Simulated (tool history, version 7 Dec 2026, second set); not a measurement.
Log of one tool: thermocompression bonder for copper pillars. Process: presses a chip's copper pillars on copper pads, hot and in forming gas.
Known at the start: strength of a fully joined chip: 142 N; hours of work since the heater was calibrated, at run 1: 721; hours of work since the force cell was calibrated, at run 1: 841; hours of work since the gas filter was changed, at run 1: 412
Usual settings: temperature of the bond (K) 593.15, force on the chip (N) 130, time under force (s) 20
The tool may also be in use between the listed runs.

run	day	temperature of the bond (K)	force on the chip (N)	time under force (s)	hours of work since the heater was calibrated	hours of work since the force cell was calibrated	hours of work since the gas filter was changed	force that shears a chip off (N)
1	0.000	593.15	130	20	721	841	412	87.2
# day 0.204: forming gas filter changed
2	1.208	593.15	130	20	744	863	19	87.3
# day 1.608: heater calibrated with a thermocouple chip
3	2.488	601.15	130	20	17	886	42	93.5
4	3.350	601.15	130	20	33	902	58	92.9
5	4.092	593.15	130	10	47	916	72	69.6
6	5.338	591.15	130	20	71	940	96	85.5
7	6.196	591.15	130	20	87	956	112	85.5
8	6.700	591.15	130	20	97	966	122	85.3
9	7.308	593.15	130	20	108	978	133	86.3
10	8.225	593.15	130	20	126	995	151	87.0
11	9.242	593.15	130	20	145	1014	170	87.5
12	10.058	593.15	130	20	161	1030	186	86.7
13	11.288	593.15	130	24	184	1053	209	91.7
14	12.062	597.15	130	24	199	1068	224	94.5
15	13.200	597.15	130	24	220	1089	245	95.5
16	14.317	597.15	130	24	241	1111	267	95.4
17	15.079	597.15	130	24	256	1125	281	95.2
18	16.300	591.15	130	20	279	1148	304	85.5
19	17.200	604.15	130	20	296	1165	321	95.3
20	17.938	604.15	194	20	310	1179	335	108.5
21	18.658	598.15	192	33	324	1193	349	114.6
22	19.333	593.15	130	13	337	1206	362	75.5
23	20.162	564.15	98	14	352	1222	378	48.9
24	20.662	564.15	98	14	362	1231	387	48.8
25	21.283	601.15	119	50	374	1243	399	112.7
# day 22.142: forming gas filter changed
26	22.396	580.15	143	22	395	1264	5	82.4
27	23.496	578.15	175	20	415	1285	26	85.4
28	24.017	588.15	175	38	425	1295	36	109.1
29	25.133	598.15	86	31	447	1316	57	88.3
30	25.938	606.15	143	40	462	1331	72	116.1
31	26.838	596.15	143	40	479	1348	89	109.9
32	27.654	596.15	143	40	494	1364	105	109.8
33	28.471	621.15	92	17	510	1379	120	92.0
34	29.404	621.15	92	17	528	1397	138	91.9
35	30.175	587.15	130	10	542	1412	153	65.0
36	31.342	589.15	90	32	565	1434	175	84.0
37	32.146	602.15	86	21	580	1449	190	81.6
38	32.879	602.15	158	18	594	1463	204	98.5
39	33.862	605.15	130	25	612	1482	223	102.3
40	34.625	605.15	130	25	627	1496	237	101.2

3 ways to go on from here, each from the tool as it stands after run 40. What would each give?
A	35.608	605.15	160	18	646	1515	256	?
B	35.608	622.15	130	45	646	1515	256	?
C	35.608	608.15	130	25	646	1515	256	?

run	force that shears a chip off (N)
A	100.5
B	124.5
C	104.2
Without the tool's hidden state the same runs would have given:
run	force that shears a chip off (N)
A	100.3
B	124.5
C	104.0
